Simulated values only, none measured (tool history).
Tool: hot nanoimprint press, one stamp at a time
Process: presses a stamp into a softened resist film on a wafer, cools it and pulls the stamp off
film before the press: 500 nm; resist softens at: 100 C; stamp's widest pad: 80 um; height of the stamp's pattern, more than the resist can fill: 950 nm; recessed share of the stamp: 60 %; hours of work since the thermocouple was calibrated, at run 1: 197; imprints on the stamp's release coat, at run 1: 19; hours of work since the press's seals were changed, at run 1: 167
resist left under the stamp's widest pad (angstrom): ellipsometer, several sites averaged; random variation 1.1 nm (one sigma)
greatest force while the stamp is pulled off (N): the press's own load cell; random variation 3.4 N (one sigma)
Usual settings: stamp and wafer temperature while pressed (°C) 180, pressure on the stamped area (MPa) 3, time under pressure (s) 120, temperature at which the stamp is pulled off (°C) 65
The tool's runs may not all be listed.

| run | hour | stamp and wafer temperature while pressed (°C) | pressure on the stamped area (MPa) | time under pressure (s) | temperature at which the stamp is pulled off (°C) | hours of work since the thermocouple was calibrated | imprints on the stamp's release coat | hours of work since the press's seals were changed | resist left under the stamp's widest pad (angstrom) | greatest force while the stamp is pulled off (N) |
|---|---|---|---|---|---|---|---|---|---|---|
| 1 | 0 | 180 | 3 | 120 | 65 | 197 | 19 | 167 | 2293 | 162 |
| 2 | 24.5 | 180 | 3.06 | 120 | 65 | 213 | 93 | 183 | 2275 | 166 |
| 3 | 44 | 180 | 3.06 | 120 | 65 | 226 | 153 | 196 | 2273 | 164 |
| 4 | 74.4 | 180 | 3.06 | 120 | 65 | 245 | 245 | 215 | 2294 | 169 |
| 5 | 98.6 | 180 | 3.06 | 120 | 65 | 261 | 319 | 231 | 2287 | 168 |
| 6 | 113.2 | 180 | 3.06 | 120 | 65 | 270 | 363 | 240 | 2294 | 176 |
| 7 | 132.7 | 180 | 3 | 120 | 65 | 283 | 423 | 253 | 2292 | 168 |
| 8 | 150.6 | 180 | 3 | 120 | 65 | 294 | 477 | 264 | 2277 | 179 |
| 9 | 171.3 | 180 | 3 | 120 | 65 | 307 | 540 | 277 | 2285 | 173 |
| 10 | 192.2 | 181 | 3 | 120 | 65 | 321 | 604 | 291 | 2187 | 179 |
| 11 | 218.3 | 180 | 3 | 120 | 65 | 338 | 683 | 308 | 2309 | 181 |
| 12 | 235.5 | 180 | 3 | 180 | 65 | 349 | 736 | 319 | 1929 | 184 |
| 13 | 265.2 | 180 | 3.22 | 180 | 65 | 368 | 826 | 338 | 1889 | 188 |
|  | 269.9 | plate thermocouple calibrated |
| 14 | 285.1 | 180 | 3.22 | 180 | 65 | 10 | 878 | 349 | 1856 | 185 |
| 15 | 312.8 | 180 | 3.22 | 180 | 65 | 28 | 962 | 367 | 1835 | 193 |
| 16 | 341.4 | 180 | 2.97 | 180 | 64 | 46 | 1049 | 385 | 1906 | 197 |
|  | 351.1 | plate thermocouple calibrated, once more |
| 17 | 357.1 | 186 | 2.03 | 87 | 64 | 4 | 1088 | 393 | 2411 | 205 |
| 18 | 382.9 | 188 | 3 | 120 | 65 | 20 | 1166 | 410 | 1659 | 210 |
| 19 | 403.7 | 188 | 3 | 120 | 65 | 34 | 1229 | 423 | 1646 | 205 |
| 20 | 420.8 | 188 | 3 | 120 | 65 | 45 | 1282 | 434 | 1641 | 201 |
| 21 | 451 | 188 | 3 | 120 | 65 | 64 | 1374 | 453 | 1636 | 212 |
| 22 | 471.2 | 171 | 3 | 78 | 65 | 77 | 1435 | 466 | 3763 | 210 |
| 23 | 501.8 | 171 | 2.46 | 63 | 66 | 97 | 1528 | 486 | 4081 | 210 |
| 24 | 520.1 | 180 | 2.46 | 145 | 52 | 109 | 1584 | 498 | 2357 | 253 |
| 25 | 539.5 | 180 | 2.46 | 145 | 52 | 121 | 1643 | 510 | 2339 | 258 |
| 26 | 558 | 179 | 3.72 | 83 | 69 | 133 | 1700 | 522 | 2581 | 203 |
| 27 | 577.3 | 172 | 3.32 | 120 | 65 | 145 | 1758 | 535 | 3119 | 221 |
|  | 595.7 | stamp cleaned and given a new release coat |
| 28 | 611.8 | 180 | 2.25 | 120 | 69 | 164 | 49 | 553 | 2582 | 157 |
| 29 | 642.5 | 175 | 3.53 | 216 | 56 | 183 | 142 | 573 | 2181 | 187 |

Forecast each of these 5 alternatives for the next run:
| A | 667.9 | 169 | 3.33 | 120 | 65 | 200 | 220 | 589 | ? | ? |
| B | 667.9 | 187 | 3.53 | 216 | 56 | 200 | 220 | 589 | ? | ? |
| C | 667.9 | 187 | 2.8 | 120 | 72 | 200 | 220 | 589 | ? | ? |
| D | 667.9 | 175 | 3.71 | 65 | 62 | 200 | 220 | 589 | ? | ? |
| E | 667.9 | 191 | 1.86 | 216 | 56 | 200 | 220 | 589 | ? | ? |

| run | resist left under the stamp's widest pad (angstrom) | greatest force while the stamp is pulled off (N) |
|---|---|---|
| A | 3495 | 168 |
| B | 1204 | 192 |
| C | 1751 | 148 |
| D | 3246 | 162 |
| E | 1363 | 194 |
Without the tool's hidden state the same runs would have given:
| run | resist left under the stamp's widest pad (angstrom) | greatest force while the stamp is pulled off (N) |
|---|---|---|
| A | 3520 | 162 |
| B | 1207 | 185 |
| C | 1765 | 143 |
| D | 3260 | 156 |
| E | 1382 | 187 |
